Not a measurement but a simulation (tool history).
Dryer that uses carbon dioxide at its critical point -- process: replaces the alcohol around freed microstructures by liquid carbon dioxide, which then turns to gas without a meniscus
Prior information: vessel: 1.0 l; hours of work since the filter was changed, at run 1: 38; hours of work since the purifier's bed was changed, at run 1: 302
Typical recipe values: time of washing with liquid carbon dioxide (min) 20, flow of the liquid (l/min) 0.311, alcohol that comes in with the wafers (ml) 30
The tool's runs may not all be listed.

run	hour	time of washing with liquid carbon dioxide (min)	flow of the liquid (l/min)	alcohol that comes in with the wafers (ml)	hours of work since the filter was changed	hours of work since the purifier's bed was changed	alcohol left in the vessel before it's heated (ppm by volume)
1	0	20	0.311	30	38	302	191
2	9.1	26	0.311	30	43	308	58
3	22.5	26	0.311	30	52	316	59
4	34.2	26	0.311	30	59	323	68
5	42.3	26	0.311	30	64	328	61
6	52	26	0.311	30	70	334	75
7	63.7	14	0.311	30	77	341	922
8	75.4	30	0.311	24	84	348	46
9	89.5	20	0.274	57	93	357	756
10	101.8	20	0.274	57	100	365	774

Run 11 has not been measured yet. What should we expect?
11	109.9	17	0.254	22	105	370	?

alcohol left in the vessel before it's heated (ppm by volume): 776
The same run, on a tool lacking any hidden state, would have yielded alcohol left in the vessel before it's heated (ppm by volume) 509.
